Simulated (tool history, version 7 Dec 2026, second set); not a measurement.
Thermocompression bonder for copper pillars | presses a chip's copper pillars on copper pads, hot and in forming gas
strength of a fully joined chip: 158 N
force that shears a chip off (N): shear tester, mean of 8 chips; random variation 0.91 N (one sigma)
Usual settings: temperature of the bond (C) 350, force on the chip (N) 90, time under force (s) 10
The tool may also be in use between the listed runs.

| run | hour | temperature of the bond (C) | force on the chip (N) | time under force (s) | force that shears a chip off (N) |
|---|---|---|---|---|---|
| 1 | 0.0 | 350 | 90 | 10 | 63.6 |
| 2 | 37.3 | 350 | 90 | 10 | 62.3 |
| 3 | 66.9 | 350 | 90 | 10 | 61.9 |
|  | 89.4 | heater calibrated with a thermocouple chip |
| 4 | 100.7 | 350 | 55 | 10 | 41.9 |
| 5 | 132.4 | 350 | 55 | 10 | 39.0 |
| 6 | 157.5 | 350 | 55 | 10 | 40.6 |
|  | 168.6 | forming gas filter changed |
| 7 | 177.7 | 350 | 55 | 10 | 43.2 |
| 8 | 198.0 | 350 | 91 | 10 | 61.0 |
|  | 225.5 | force cell calibrated |
| 9 | 240.5 | 350 | 91 | 10 | 63.3 |
| 10 | 259.7 | 350 | 66 | 10 | 50.2 |
| 11 | 286.6 | 350 | 66 | 10 | 51.3 |
|  | 311.9 | heater calibrated with a thermocouple chip, once more |
| 12 | 334.1 | 350 | 127 | 10 | 84.5 |
| 13 | 371.8 | 350 | 135 | 10 | 85.1 |
| 14 | 413.0 | 350 | 90 | 10 | 67.5 |
|  | 427.4 | forming gas filter changed |
| 15 | 449.2 | 350 | 90 | 10 | 74.3 |
| 16 | 482.0 | 350 | 62 | 10 | 58.6 |
| 17 | 514.0 | 350 | 81 | 10 | 67.8 |
| 18 | 540.6 | 350 | 81 | 10 | 65.6 |
| 19 | 586.9 | 350 | 81 | 10 | 65.7 |
| 20 | 623.9 | 350 | 90 | 10 | 68.7 |
| 21 | 647.2 | 350 | 90 | 10 | 66.9 |
|  | 682.5 | forming gas filter changed |
| 22 | 692.7 | 356 | 61 | 10 | 61.3 |
| 23 | 722.2 | 327 | 61 | 13 | 51.8 |
| 24 | 753.9 | 350 | 80 | 10 | 65.9 |
| 25 | 787.1 | 344 | 132 | 5 | 65.3 |
| 26 | 814.0 | 355 | 76 | 10 | 65.4 |
| 27 | 846.1 | 325 | 72 | 19 | 58.9 |
| 28 | 887.5 | 325 | 72 | 24 | 64.6 |
| 29 | 912.0 | 352 | 98 | 30 | 98.4 |
|  | 936.1 | forming gas filter changed |
| 30 | 958.5 | 372 | 111 | 18 | 113.7 |
| 31 | 979.7 | 372 | 111 | 18 | 111.1 |
| 32 | 1004.5 | 324 | 123 | 12 | 71.4 |
| 33 | 1037.5 | 350 | 66 | 16 | 67.5 |
| 34 | 1075.8 | 350 | 66 | 16 | 66.0 |
| 35 | 1111.7 | 345 | 67 | 11 | 53.4 |
| 36 | 1151.3 | 373 | 57 | 10 | 59.6 |
|  | 1190.7 | forming gas filter changed |
| 37 | 1192.6 | 367 | 69 | 27 | 99.2 |
| 38 | 1226.1 | 376 | 67 | 10 | 72.4 |
| 39 | 1254.7 | 360 | 132 | 10 | 92.0 |

Forecast each of these 3 alternatives for the next run:
| A | 1276.4 | 350 | 90 | 29 | ? |
| B | 1276.4 | 376 | 77 | 6 | ? |
| C | 1276.4 | 350 | 105 | 10 | ? |

| run | force that shears a chip off (N) |
|---|---|
| A | 98.2 |
| B | 63.7 |
| C | 75.5 |
Without the tool's hidden state the same runs would have given:
| run | force that shears a chip off (N) |
|---|---|
| A | 108.1 |
| B | 71.4 |
| C | 84.4 |
